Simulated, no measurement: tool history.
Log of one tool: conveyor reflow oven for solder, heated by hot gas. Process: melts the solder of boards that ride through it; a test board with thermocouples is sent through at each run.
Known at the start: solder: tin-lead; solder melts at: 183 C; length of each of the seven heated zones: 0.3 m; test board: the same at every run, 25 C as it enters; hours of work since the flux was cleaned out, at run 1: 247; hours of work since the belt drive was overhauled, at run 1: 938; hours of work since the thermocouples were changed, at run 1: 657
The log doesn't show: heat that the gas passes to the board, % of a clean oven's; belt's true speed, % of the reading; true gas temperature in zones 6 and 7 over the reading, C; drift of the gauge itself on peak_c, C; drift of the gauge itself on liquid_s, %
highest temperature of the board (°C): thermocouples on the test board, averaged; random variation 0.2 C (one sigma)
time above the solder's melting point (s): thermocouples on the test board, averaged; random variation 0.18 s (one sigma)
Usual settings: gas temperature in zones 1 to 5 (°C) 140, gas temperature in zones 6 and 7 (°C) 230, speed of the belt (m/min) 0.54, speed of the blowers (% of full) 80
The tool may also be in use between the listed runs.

run     day  gas temperature in zones 1 to 5 (°C)  gas temperature in zones 6 and 7 (°C)  speed of the belt (m/min)  speed of the blowers (% of full)  hours of work since the flux was cleaned out  hours of work since the belt drive was overhauled  hours of work since the thermocouples were changed  highest temperature of the board (°C)  time above the solder's melting point (s)
  1       0                                   140                                    230                       0.54                                80                                           247                                                938                                                 657                                  214.4                                       49.2
  2   2.004                                   140                                    230                       0.54                                80                                           278                                                969                                                 689                                  213.8                                       49.1
  3   4.521                                   140                                    230                       0.54                                80                                           318                                               1009                                                 728                                    214                                       48.8
  4       7                                   140                                    230                       0.54                                80                                           357                                               1048                                                 767                                  213.3                                       48.7
      8.671  -- thermocouples of zones 6 and 7 changed
  5  10.308                                   140                                    230                       0.54                                80                                           408                                               1099                                                  26                                  211.7                                       46.9
  6  13.642                                   140                                    230                       0.54                                80                                           460                                               1151                                                  78                                  211.3                                         47
     14.096  -- flux residue cleaned out of gas plates and filters
  7  16.125                                   140                                    230                       0.54                                80                                            32                                               1187                                                 114                                  213.9                                       49.7
  8  17.667                                   140                                    230                       0.54                                74                                            56                                               1212                                                 138                                  213.1                                       48.6
  9  21.033                                   140                                    230                       0.54                                71                                           109                                               1265                                                 191                                  212.4                                       47.7
     24.562  -- belt drive overhauled, speed set with a stopwatch
 10  24.821                                   134                                    230                       0.54                                71                                           166                                                  4                                                 249                                  209.3                                       42.1
 11  27.925                                   134                                    230                       0.54                                71                                           215                                                 53                                                 297                                  209.3                                       41.6
 12  30.767                                   134                                    230                       0.54                                71                                           260                                                 98                                                 342                                  209.3                                       41.4
 13  32.458                                   134                                    230                       0.54                                71                                           287                                                124                                                 369                                  208.9                                       41.1
 14  34.008                                   134                                    230                       0.54                                71                                           311                                                149                                                 393                                    209                                       41.3
 15  37.071                                   134                                    230                       0.54                                71                                           359                                                197                                                 442                                  208.8                                       40.9
 16  40.154                                   134                                    230                       0.54                                71                                           408                                                246                                                 490                                  208.5                                       40.8
 17  42.108                                   131                                    242                       0.54                                71                                           439                                                276                                                 521                                  217.8                                       47.4
     43.967  -- flux residue cleaned out of gas plates and filters
 18  45.471                                   131                                    242                       0.54                                71                                            24                                                326                                                 571                                  221.5                                       50.3
 19  47.375                                   131                                    242                       0.54                                71                                            54                                                356                                                 601                                  221.5                                       50.1
 20  49.133                                   131                                    242                       0.54                                71                                            81                                                384                                                 628                                  221.1                                       50.1
 21  51.796                                   131                                    242                       0.54                                71                                           123                                                426                                                 670                                  220.8                                         50
 22  55.171                                   131                                    219                      0.562                                71                                           177                                                479                                                 724                                  200.1                                       30.2
 23  58.171                                   140                                    219                      0.631                                67                                           224                                                526                                                 771                                  197.1                                       24.4
     59.496  -- thermocouples of zones 6 and 7 changed
 24   61.05                                   140                                    219                      0.631                                67                                           268                                                570                                                  24                                  195.7                                       22.5
 25  63.621                                   140                                    219                      0.631                                67                                           308                                                611                                                  65                                  194.9                                       22.3
 26  66.396                                   142                                    226                       0.54                                80                                           352                                                655                                                 109                                    209                                       44.9
 27  68.838                                   142                                    226                       0.54                                80                                           391                                                693                                                 147                                  208.4                                       44.8
 28  71.808                                   138                                    226                       0.54                                80                                           437                                                740                                                 194                                  207.5                                       42.6
     73.704  -- flux residue cleaned out of gas plates and filters
 29  75.483                                   140                                    225                      0.521                                80                                            28                                                794                                                 249                                  211.7                                       48.9
 30  77.112                                   140                                    230                      0.558                                80                                            54                                                820                                                 274                                  213.5                                         47
 31    80.1                                   140                                    230                      0.558                                82                                           101                                                867                                                 321                                  213.4                                       47.2

Forecast each of these 3 alternatives for the next run:
  A  83.35                                   150                                    230                      0.577                                83                                           152                                                918                                                 373                                      ?                                          ?
  B  83.35                                   152                                    238                      0.558                                50                                           152                                                918                                                 373                                      ?                                          ?
  C  83.35                                   140                                    229                       0.47                                82                                           152                                                918                                                 373                                      ?                                          ?

run  highest temperature of the board (°C)  time above the solder's melting point (s)
  A                                  214.5                                       49.4
  B                                  215.7                                       51.2
  C                                    218                                       60.3
Without the tool's hidden state the same runs would have given:
run  highest temperature of the board (°C)  time above the solder's melting point (s)
  A                                  213.9                                         48
  B                                  214.8                                       49.5
  C                                  217.3                                       58.6
